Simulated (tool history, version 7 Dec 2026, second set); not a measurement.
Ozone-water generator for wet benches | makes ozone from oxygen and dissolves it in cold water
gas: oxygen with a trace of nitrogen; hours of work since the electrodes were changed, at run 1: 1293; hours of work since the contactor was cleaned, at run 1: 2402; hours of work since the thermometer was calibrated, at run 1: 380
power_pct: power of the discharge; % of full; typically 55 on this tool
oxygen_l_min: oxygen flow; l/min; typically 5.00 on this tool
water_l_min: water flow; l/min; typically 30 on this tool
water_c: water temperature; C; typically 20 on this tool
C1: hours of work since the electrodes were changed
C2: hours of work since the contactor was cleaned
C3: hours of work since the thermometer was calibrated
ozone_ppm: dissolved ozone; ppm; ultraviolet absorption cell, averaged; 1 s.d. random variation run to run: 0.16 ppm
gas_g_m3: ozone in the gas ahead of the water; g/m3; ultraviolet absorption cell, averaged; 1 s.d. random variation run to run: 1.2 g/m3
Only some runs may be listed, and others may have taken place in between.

run 1 day=0.000 | power_pct=55 oxygen_l_min=5.00 water_l_min=30 water_c=20 | C1=1293 C2=2402 C3=380 | ozone_ppm=20.7 gas_g_m3=227.4
run 2 day=1.088 | power_pct=55 oxygen_l_min=5.00 water_l_min=30 water_c=20 | C1=1319 C2=2427 C3=405 | ozone_ppm=20.3 gas_g_m3=228.8
run 3 day=2.325 | power_pct=55 oxygen_l_min=2.59 water_l_min=30 water_c=20 | C1=1347 C2=2455 C3=433 | ozone_ppm=16.6 gas_g_m3=301.0
run 4 day=3.367 | power_pct=55 oxygen_l_min=5.00 water_l_min=30 water_c=17 | C1=1371 C2=2479 C3=457 | ozone_ppm=21.5 gas_g_m3=231.0
run 5 day=4.525 | power_pct=55 oxygen_l_min=5.00 water_l_min=30 water_c=17 | C1=1398 C2=2506 C3=484 | ozone_ppm=21.7 gas_g_m3=227.3
run 6 day=5.488 | power_pct=55 oxygen_l_min=5.00 water_l_min=30 water_c=20 | C1=1420 C2=2528 C3=506 | ozone_ppm=20.4 gas_g_m3=230.6
run 7 day=6.692 | power_pct=55 oxygen_l_min=5.00 water_l_min=30 water_c=20 | C1=1448 C2=2556 C3=534 | ozone_ppm=20.6 gas_g_m3=229.3
run 8 day=8.021 | power_pct=55 oxygen_l_min=5.00 water_l_min=30 water_c=20 | C1=1478 C2=2587 C3=564 | ozone_ppm=20.7 gas_g_m3=230.5
run 9 day=9.029 | power_pct=55 oxygen_l_min=5.00 water_l_min=30 water_c=22 | C1=1502 C2=2610 C3=588 | ozone_ppm=19.9 gas_g_m3=230.8
run 10 day=9.992 | power_pct=55 oxygen_l_min=5.00 water_l_min=30 water_c=20 | C1=1524 C2=2632 C3=610 | ozone_ppm=20.5 gas_g_m3=229.0
run 11 day=11.192 | power_pct=55 oxygen_l_min=5.00 water_l_min=31 water_c=20 | C1=1551 C2=2660 C3=638 | ozone_ppm=19.8 gas_g_m3=231.7
run 12 day=12.208 | power_pct=55 oxygen_l_min=5.00 water_l_min=31 water_c=20 | C1=1575 C2=2683 C3=661 | ozone_ppm=20.0 gas_g_m3=231.7
run 13 day=13.246 | power_pct=55 oxygen_l_min=5.00 water_l_min=31 water_c=20 | C1=1599 C2=2707 C3=685 | ozone_ppm=19.9 gas_g_m3=231.5
run 14 day=14.296 | power_pct=55 oxygen_l_min=5.00 water_l_min=30 water_c=26 | C1=1623 C2=2731 C3=709 | ozone_ppm=19.2 gas_g_m3=231.6
run 15 day=15.342 | power_pct=55 oxygen_l_min=5.00 water_l_min=30 water_c=26 | C1=1647 C2=2756 C3=733 | ozone_ppm=19.0 gas_g_m3=230.5
run 16 day=16.258 | power_pct=55 oxygen_l_min=5.00 water_l_min=30 water_c=26 | C1=1668 C2=2777 C3=754 | ozone_ppm=19.1 gas_g_m3=230.0
run 17 day=17.317 | power_pct=96 oxygen_l_min=2.59 water_l_min=29 water_c=12 | C1=1693 C2=2801 C3=779 | ozone_ppm=25.0 gas_g_m3=416.0
run 18 day=18.600 | power_pct=55 oxygen_l_min=3.57 water_l_min=24 water_c=20 | C1=1722 C2=2831 C3=808 | ozone_ppm=23.1 gas_g_m3=265.6
run 19 day=19.329 | power_pct=55 oxygen_l_min=3.57 water_l_min=24 water_c=17 | C1=1739 C2=2848 C3=825 | ozone_ppm=23.8 gas_g_m3=267.5
run 20 day=20.592 | power_pct=83 oxygen_l_min=7.04 water_l_min=33 water_c=17 | C1=1768 C2=2877 C3=854 | ozone_ppm=26.8 gas_g_m3=256.2
run 21 day=21.462 | power_pct=83 oxygen_l_min=7.04 water_l_min=33 water_c=17 | C1=1788 C2=2897 C3=874 | ozone_ppm=27.0 gas_g_m3=255.4
run 22 day=22.158 | power_pct=55 oxygen_l_min=3.01 water_l_min=30 water_c=13 | C1=1804 C2=2913 C3=890 | ozone_ppm=18.9 gas_g_m3=285.5
run 23 day=23.046 | power_pct=55 oxygen_l_min=3.01 water_l_min=30 water_c=13 | C1=1825 C2=2933 C3=911 | ozone_ppm=18.5 gas_g_m3=286.2
run 24 day=23.704 | power_pct=93 oxygen_l_min=3.28 water_l_min=32 water_c=20 | C1=1840 C2=2948 C3=926 | ozone_ppm=23.0 gas_g_m3=370.6
run 25 day=24.925 | power_pct=55 oxygen_l_min=5.00 water_l_min=34 water_c=26 | C1=1868 C2=2977 C3=954 | ozone_ppm=17.3 gas_g_m3=233.7
run 26 day=26.317 | power_pct=64 oxygen_l_min=5.00 water_l_min=47 water_c=20 | C1=1900 C2=3009 C3=986 | ozone_ppm=14.3 gas_g_m3=255.6
run 27 day=27.333 | power_pct=64 oxygen_l_min=5.00 water_l_min=47 water_c=20 | C1=1924 C2=3032 C3=1010 | ozone_ppm=14.5 gas_g_m3=253.8
run 28 day=28.117 | power_pct=64 oxygen_l_min=5.21 water_l_min=47 water_c=20 | C1=1942 C2=3050 C3=1028 | ozone_ppm=14.5 gas_g_m3=251.4
run 29 day=29.392 | power_pct=84 oxygen_l_min=5.21 water_l_min=34 water_c=24 | C1=1971 C2=3080 C3=1057 | ozone_ppm=22.2 gas_g_m3=294.5
run 30 day=30.600 | power_pct=84 oxygen_l_min=5.21 water_l_min=34 water_c=24 | C1=1999 C2=3107 C3=1085 | ozone_ppm=22.6 gas_g_m3=294.2
run 31 day=31.579 | power_pct=86 oxygen_l_min=4.70 water_l_min=26 water_c=26 | C1=2021 C2=3130 C3=1108 | ozone_ppm=27.2 gas_g_m3=309.4
run 32 day=32.692 | power_pct=61 oxygen_l_min=3.49 water_l_min=46 water_c=26 | C1=2047 C2=3156 C3=1133 | ozone_ppm=12.0 gas_g_m3=287.0

Here are 5 independent what-if runs from the current tool condition. What would each one return?
-- day=32.796 gauge calibrated
run A day=33.321 | power_pct=55 oxygen_l_min=5.00 water_l_min=42 water_c=28 | C1=2062 C2=3170 C3=1148 | ozone_ppm=? gas_g_m3=?
-- day=32.796 gauge calibrated
run B day=33.321 | power_pct=55 oxygen_l_min=6.17 water_l_min=30 water_c=19 | C1=2062 C2=3170 C3=1148 | ozone_ppm=? gas_g_m3=?
-- day=32.796 gauge calibrated
run C day=33.321 | power_pct=61 oxygen_l_min=3.49 water_l_min=46 water_c=26 | C1=2062 C2=3170 C3=1148 | ozone_ppm=? gas_g_m3=?
-- day=32.796 gauge calibrated
run D day=33.321 | power_pct=55 oxygen_l_min=5.00 water_l_min=30 water_c=23 | C1=2062 C2=3170 C3=1148 | ozone_ppm=? gas_g_m3=?
-- day=32.796 gauge calibrated
run E day=33.321 | power_pct=61 oxygen_l_min=8.20 water_l_min=22 water_c=22 | C1=2062 C2=3170 C3=1148 | ozone_ppm=? gas_g_m3=?

run=A ozone_ppm=13.6 gas_g_m3=229.0
run=B ozone_ppm=21.7 gas_g_m3=207.6
run=C ozone_ppm=12.3 gas_g_m3=281.4
run=D ozone_ppm=20.0 gas_g_m3=227.5
run=E ozone_ppm=28.8 gas_g_m3=197.6
Without the tool's unlogged condition, the same runs would have read:
run=A ozone_ppm=13.6 gas_g_m3=229.1
run=B ozone_ppm=21.8 gas_g_m3=207.7
run=C ozone_ppm=12.3 gas_g_m3=281.5
run=D ozone_ppm=20.0 gas_g_m3=227.6
run=E ozone_ppm=28.8 gas_g_m3=197.6
